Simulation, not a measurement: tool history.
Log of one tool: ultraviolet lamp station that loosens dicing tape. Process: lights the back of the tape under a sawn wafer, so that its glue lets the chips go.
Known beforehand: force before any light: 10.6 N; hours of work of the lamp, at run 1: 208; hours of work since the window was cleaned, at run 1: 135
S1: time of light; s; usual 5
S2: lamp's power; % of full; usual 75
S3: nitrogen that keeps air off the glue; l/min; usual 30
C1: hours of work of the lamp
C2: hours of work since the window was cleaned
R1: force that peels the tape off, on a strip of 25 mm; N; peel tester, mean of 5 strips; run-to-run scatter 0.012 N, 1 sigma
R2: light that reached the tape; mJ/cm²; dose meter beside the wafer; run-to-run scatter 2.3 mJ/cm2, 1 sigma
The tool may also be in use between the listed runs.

run 1 hour=0 | S1=5 S2=75 S3=30 | C1=208 C2=135 | R1=0.644 R2=204
run 2 hour=13.8 | S1=5 S2=75 S3=30 | C1=217 C2=144 | R1=0.675 R2=198
run 3 hour=29 | S1=5 S2=75 S3=30 | C1=227 C2=154 | R1=0.651 R2=199
run 4 hour=40 | S1=5 S2=75 S3=30 | C1=234 C2=161 | R1=0.672 R2=199
run 5 hour=56.1 | S1=5 S2=75 S3=30 | C1=244 C2=171 | R1=0.661 R2=197
run 6 hour=66.6 | S1=5 S2=63 S3=30 | C1=251 C2=178 | R1=1.018 R2=166
run 7 hour=73.7 | S1=5 S2=63 S3=30 | C1=255 C2=183 | R1=1.005 R2=166
run 8 hour=89.5 | S1=8 S2=75 S3=30 | C1=266 C2=193 | R1=0.215 R2=316
run 9 hour=100.9 | S1=8 S2=75 S3=30 | C1=273 C2=200 | R1=0.223 R2=313
run 10 hour=114.9 | S1=8 S2=75 S3=30 | C1=282 C2=209 | R1=0.223 R2=311
run 11 hour=127.1 | S1=8 S2=75 S3=12 | C1=290 C2=217 | R1=0.399 R2=315
run 12 hour=135.8 | S1=8 S2=75 S3=12 | C1=295 C2=223 | R1=0.399 R2=310
run 13 hour=151.6 | S1=5 S2=75 S3=30 | C1=305 C2=233 | R1=0.747 R2=195
run 14 hour=165 | S1=5 S2=75 S3=23 | C1=314 C2=241 | R1=0.816 R2=189
run 15 hour=175.4 | S1=5 S2=75 S3=23 | C1=321 C2=248 | R1=0.83 R2=190
run 16 hour=189.3 | S1=5 S2=97 S3=30 | C1=330 C2=257 | R1=0.385 R2=251
run 17 hour=201.2 | S1=5 S2=75 S3=19 | C1=337 C2=265 | R1=0.958 R2=192
run 18 hour=210.3 | S1=3 S2=75 S3=19 | C1=343 C2=270 | R1=2.414 R2=112
run 19 hour=221.8 | S1=5 S2=79 S3=30 | C1=350 C2=278 | R1=0.637 R2=202
run 20 hour=233 | S1=5 S2=73 S3=30 | C1=358 C2=285 | R1=0.789 R2=181
run 21 hour=244.4 | S1=5 S2=73 S3=30 | C1=365 C2=292 | R1=0.831 R2=185
run 22 hour=253.4 | S1=8 S2=74 S3=29 | C1=371 C2=298 | R1=0.251 R2=297
run 23 hour=265.4 | S1=6 S2=74 S3=29 | C1=378 C2=306 | R1=0.52 R2=225
run 24 hour=281.3 | S1=6 S2=74 S3=29 | C1=389 C2=316 | R1=0.527 R2=223
run 25 hour=295.9 | S1=2 S2=95 S3=57 | C1=398 C2=325 | R1=2.227 R2=97
run 26 hour=306 | S1=5 S2=95 S3=11 | C1=404 C2=332 | R1=0.841 R2=239
run 27 hour=317 | S1=4 S2=76 S3=15 | C1=412 C2=339 | R1=1.761 R2=150
run 28 hour=332.4 | S1=5 S2=97 S3=53 | C1=421 C2=349 | R1=0.337 R2=235
run 29 hour=340.9 | S1=5 S2=75 S3=19 | C1=427 C2=354 | R1=1.022 R2=183
run 30 hour=356.6 | S1=7 S2=92 S3=30 | C1=437 C2=364 | R1=0.211 R2=316
run 31 hour=369.3 | S1=5 S2=92 S3=30 | C1=445 C2=372 | R1=0.495 R2=226
run 32 hour=376.3 | S1=2 S2=90 S3=9 | C1=450 C2=377 | R1=4.289 R2=87
run 33 hour=386.6 | S1=4 S2=75 S3=14 | C1=456 C2=383 | R1=1.947 R2=149
run 34 hour=395.6 | S1=3 S2=93 S3=16 | C1=462 C2=389 | R1=2.015 R2=130
run 35 hour=406.3 | S1=3 S2=93 S3=16 | C1=469 C2=396 | R1=2.009 R2=136
run 36 hour=421.7 | S1=5 S2=93 S3=12 | C1=479 C2=406 | R1=0.896 R2=225
run 37 hour=428.7 | S1=5 S2=65 S3=12 | C1=483 C2=410 | R1=1.745 R2=156
run 38 hour=439.1 | S1=2 S2=97 S3=25 | C1=490 C2=417 | R1=2.915 R2=94
run 39 hour=448.6 | S1=2 S2=97 S3=25 | C1=496 C2=423 | R1=2.925 R2=93
run 40 hour=460.4 | S1=2 S2=71 S3=14 | C1=504 C2=431 | R1=4.717 R2=69
run 41 hour=474.7 | S1=3 S2=75 S3=14 | C1=513 C2=440 | R1=2.919 R2=109
run 42 hour=483.1 | S1=5 S2=84 S3=14 | C1=518 C2=445 | R1=1.085 R2=204

Measured minus without-hidden-state, run by run (identical run-to-run variation in each term; gauge scatter may differ):
Hidden state at play: lamp's light, % of a new lamp's; light that the window lets through, % of a clean one's; drift of the gauge itself on peel_n, %; drift of the gauge itself on dose_mj_cm2, %.
run=1 R1=+0.105 R2=-15
run=2 R1=+0.113 R2=-16
run=3 R1=+0.115 R2=-16
run=4 R1=+0.123 R2=-17
run=5 R1=+0.126 R2=-17
run=6 R1=+0.183 R2=-15
run=7 R1=+0.183 R2=-15
run=8 R1=+0.036 R2=-31
run=9 R1=+0.038 R2=-32
run=10 R1=+0.039 R2=-33
run=11 R1=+0.09 R2=-35
run=12 R1=+0.092 R2=-35
run=13 R1=+0.174 R2=-22
run=14 R1=+0.193 R2=-23
run=15 R1=+0.197 R2=-24
run=16 R1=+0.098 R2=-32
run=17 R1=+0.236 R2=-25
run=18 R1=+0.418 R2=-15
run=19 R1=+0.173 R2=-28
run=20 R1=+0.211 R2=-25
run=21 R1=+0.229 R2=-26
run=22 R1=+0.062 R2=-43
run=23 R1=+0.155 R2=-33
run=24 R1=+0.159 R2=-34
run=25 R1=+0.472 R2=-15
run=26 R1=+0.251 R2=-38
run=27 R1=+0.433 R2=-25
run=28 R1=+0.1 R2=-40
run=29 R1=+0.31 R2=-31
run=30 R1=+0.053 R2=-55
run=31 R1=+0.169 R2=-40
run=32 R1=+0.653 R2=-16
run=33 R1=+0.51 R2=-27
run=34 R1=+0.518 R2=-25
run=35 R1=+0.524 R2=-26
run=36 R1=+0.31 R2=-44
run=37 R1=+0.494 R2=-31
run=38 R1=+0.652 R2=-19
run=39 R1=+0.661 R2=-19
run=40 R1=+0.722 R2=-14
run=41 R1=+0.675 R2=-23
run=42 R1=+0.388 R2=-43
